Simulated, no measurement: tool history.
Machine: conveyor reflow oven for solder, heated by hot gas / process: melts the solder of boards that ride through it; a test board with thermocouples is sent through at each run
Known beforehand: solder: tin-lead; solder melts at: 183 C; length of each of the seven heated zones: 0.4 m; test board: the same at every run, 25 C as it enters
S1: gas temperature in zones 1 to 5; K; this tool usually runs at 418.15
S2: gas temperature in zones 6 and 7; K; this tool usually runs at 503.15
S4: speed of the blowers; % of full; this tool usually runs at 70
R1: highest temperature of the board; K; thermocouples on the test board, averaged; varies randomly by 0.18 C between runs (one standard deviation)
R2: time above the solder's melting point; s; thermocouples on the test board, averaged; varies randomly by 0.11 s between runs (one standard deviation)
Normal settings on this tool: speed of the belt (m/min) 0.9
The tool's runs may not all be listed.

run 1 hour=0 | S1=418.15 S2=503.15 speed_of_the_belt_(m/min)=0.9 S4=70 | R1=485.95 R2=38.7
run 2 hour=20.6 | S1=418.15 S2=503.15 speed_of_the_belt_(m/min)=0.9 S4=70 | R1=485.65 R2=38.8
run 3 hour=30.6 | S1=418.15 S2=503.15 speed_of_the_belt_(m/min)=0.9 S4=70 | R1=485.65 R2=38.7
run 4 hour=42.8 | S1=418.15 S2=503.15 speed_of_the_belt_(m/min)=0.9 S4=70 | R1=485.65 R2=38.8
run 5 hour=58.2 | S1=418.15 S2=503.15 speed_of_the_belt_(m/min)=0.9 S4=87 | R1=488.85 R2=41.3
-- hour=67.5 flux residue cleaned out of gas plates and filters
run 6 hour=76.9 | S1=418.15 S2=503.15 speed_of_the_belt_(m/min)=0.9 S4=87 | R1=491.05 R2=43
run 7 hour=87.9 | S1=418.15 S2=503.15 speed_of_the_belt_(m/min)=0.9 S4=70 | R1=487.65 R2=40.4
run 8 hour=104.6 | S1=427.15 S2=510.15 speed_of_the_belt_(m/min)=0.726 S4=76 | R1=501.75 R2=61.8
run 9 hour=114.8 | S1=417.15 S2=500.15 speed_of_the_belt_(m/min)=0.887 S4=57 | R1=481.65 R2=36.1
run 10 hour=125.8 | S1=417.15 S2=500.15 speed_of_the_belt_(m/min)=0.887 S4=57 | R1=481.65 R2=36
run 11 hour=135.6 | S1=417.15 S2=500.15 speed_of_the_belt_(m/min)=0.887 S4=57 | R1=481.65 R2=36.1
run 12 hour=156 | S1=407.15 S2=503.15 speed_of_the_belt_(m/min)=0.952 S4=60 | R1=480.25 R2=29.9
run 13 hour=170.6 | S1=405.15 S2=501.15 speed_of_the_belt_(m/min)=0.88 S4=56 | R1=479.45 R2=31.3
run 14 hour=186.5 | S1=418.15 S2=509.15 speed_of_the_belt_(m/min)=0.9 S4=70 | R1=492.75 R2=42.8

The logged runs with the hidden state left out (each run's random variation unchanged):
Hidden state present: heat that the gas passes to the board, % of a clean oven's; belt's true speed, % of the reading; true gas temperature in zones 6 and 7 over the reading, C; drift of the gauge itself on peak_c, C; drift of the gauge itself on liquid_s, %.
run=1 R1=487.65 R2=40
run=2 R1=487.45 R2=40.1
run=3 R1=487.55 R2=40
run=4 R1=487.55 R2=40.2
run=5 R1=490.85 R2=42.6
run=6 R1=490.85 R2=42.7
run=7 R1=487.45 R2=40.2
run=8 R1=501.55 R2=61.5
run=9 R1=481.45 R2=35.8
run=10 R1=481.55 R2=35.8
run=11 R1=481.55 R2=35.9
run=12 R1=480.25 R2=29.8
run=13 R1=479.55 R2=31.3
run=14 R1=492.85 R2=42.7

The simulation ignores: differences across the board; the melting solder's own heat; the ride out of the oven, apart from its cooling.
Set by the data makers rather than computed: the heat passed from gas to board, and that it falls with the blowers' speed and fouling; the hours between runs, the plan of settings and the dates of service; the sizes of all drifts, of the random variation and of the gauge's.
